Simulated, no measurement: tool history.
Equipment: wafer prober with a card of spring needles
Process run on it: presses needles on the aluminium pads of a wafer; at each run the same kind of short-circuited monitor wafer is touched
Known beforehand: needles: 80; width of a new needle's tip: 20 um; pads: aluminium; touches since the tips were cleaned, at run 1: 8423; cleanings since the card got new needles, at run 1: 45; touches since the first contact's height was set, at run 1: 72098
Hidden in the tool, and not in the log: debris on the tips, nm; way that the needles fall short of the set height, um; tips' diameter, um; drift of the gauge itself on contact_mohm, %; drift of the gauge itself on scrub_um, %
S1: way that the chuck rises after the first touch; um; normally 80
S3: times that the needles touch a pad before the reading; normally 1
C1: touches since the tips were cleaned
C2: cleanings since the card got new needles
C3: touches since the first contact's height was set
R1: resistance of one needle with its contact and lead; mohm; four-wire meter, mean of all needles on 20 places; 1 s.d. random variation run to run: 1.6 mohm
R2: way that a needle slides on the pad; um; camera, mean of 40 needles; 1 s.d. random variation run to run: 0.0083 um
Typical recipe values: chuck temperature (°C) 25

Run 1, hour 0.0: usual settings; C1 8423; C2 45; C3 72098. Result: R1 327 mohm, R2 9.888 um.
At hour 3.4: tips cleaned on abrasive film.
At hour 17.3: height of the first contact set anew.
Run 2, hour 21.7: usual settings; C1 7884; C2 46; C3 1924. Result: R1 315 mohm, R2 9.982 um.
At hour 25.6: tips cleaned on abrasive film.
Run 3, hour 42.5: usual settings; C1 7378; C2 47; C3 10971. Result: R1 312 mohm, R2 9.971 um.
At hour 46.2: tips cleaned on abrasive film.
At hour 66.6: tips cleaned on abrasive film.
Run 4, hour 72.9: usual settings; C1 2757; C2 49; C3 24219. Result: R1 264 mohm, R2 9.933 um.
At hour 86.5: tips cleaned on abrasive film.
At hour 107.2: tips cleaned on abrasive film.
Run 5, hour 107.2: usual settings; C1 0; C2 51; C3 39123. Result: R1 177 mohm, R2 9.937 um.
At hour 126.7: tips cleaned on abrasive film.
Run 6, hour 136.9: usual settings but S3 2; C1 4443; C2 52; C3 52086. Result: R1 242 mohm, R2 9.931 um.
At hour 149.0: tips cleaned on abrasive film.
Run 7, hour 158.6: usual settings but S3 2; C1 4207; C2 53; C3 61541. Result: R1 240 mohm, R2 9.910 um.
At hour 168.6: tips cleaned on abrasive film.
Run 8, hour 180.6: usual settings but S3 2; C1 5254; C2 54; C3 71128. Result: R1 252 mohm, R2 9.891 um.
At hour 190.0: tips cleaned on abrasive film.
At hour 198.6: height of the first contact set anew.
At hour 211.4: tips cleaned on abrasive film.
Run 9, hour 216.3: usual settings but chuck temperature (°C) 43; C1 2141; C2 56; C3 7703. Result: R1 265 mohm, R2 9.960 um.
At hour 232.1: tips cleaned on abrasive film.
Run 10, hour 248.8: usual settings but S1 90 um, chuck temperature (°C) 43; C1 7314; C2 57; C3 21883. Result: R1 288 mohm, R2 11.199 um.
At hour 251.8: tips cleaned on abrasive film.
At hour 272.5: tips cleaned on abrasive film.
Run 11, hour 281.4: usual settings; C1 3884; C2 59; C3 36043. Result: R1 296 mohm, R2 9.928 um.
At hour 293.2: tips cleaned on abrasive film.
Run 12, hour 305.1: usual settings; C1 5193; C2 60; C3 46381. Result: R1 301 mohm, R2 9.929 um.
At hour 314.3: tips cleaned on abrasive film.
Run 13, hour 325.8: usual settings; C1 5012; C2 61; C3 55389. Result: R1 304 mohm, R2 9.905 um.
At hour 334.7: tips cleaned on abrasive film.
Run 14, hour 350.6: usual settings but chuck temperature (°C) 26; C1 6998; C2 62; C3 66227. Result: R1 315 mohm, R2 9.898 um.
At hour 355.5: tips cleaned on abrasive film.
At hour 377.8: tips cleaned on abrasive film.
At hour 380.0: height of the first contact set anew.
Run 15, hour 386.5: usual settings but chuck temperature (°C) 26; C1 3686; C2 64; C3 2829. Result: R1 286 mohm, R2 9.981 um.
At hour 399.1: tips cleaned on abrasive film.
At hour 419.0: tips cleaned on abrasive film.
Run 16, hour 427.7: usual settings but S1 93 um, chuck temperature (°C) 68; C1 3797; C2 66; C3 20781. Result: R1 260 mohm, R2 11.557 um.
At hour 440.3: tips cleaned on abrasive film.
At hour 461.6: tips cleaned on abrasive film.
Run 17, hour 463.8: usual settings but S1 93 um, chuck temperature (°C) 68; C1 963; C2 68; C3 36473. Result: R1 209 mohm, R2 11.554 um.

Run 18, settings as shown, results not yet in. Your forecast:
At hour 483.2: tips cleaned on abrasive film.
Run 18, hour 485.8: usual settings but S1 93 um, chuck temperature (°C) 68; C1 1130; C2 69; C3 46055. Result: R1 ?, R2 ?.

R1: 208 mohm
R2: 11.552 um
Take away the tool's hidden state, keep the run-to-run variation as it was, and the same run would have given R1 169 mohm, R2 11.604 um.
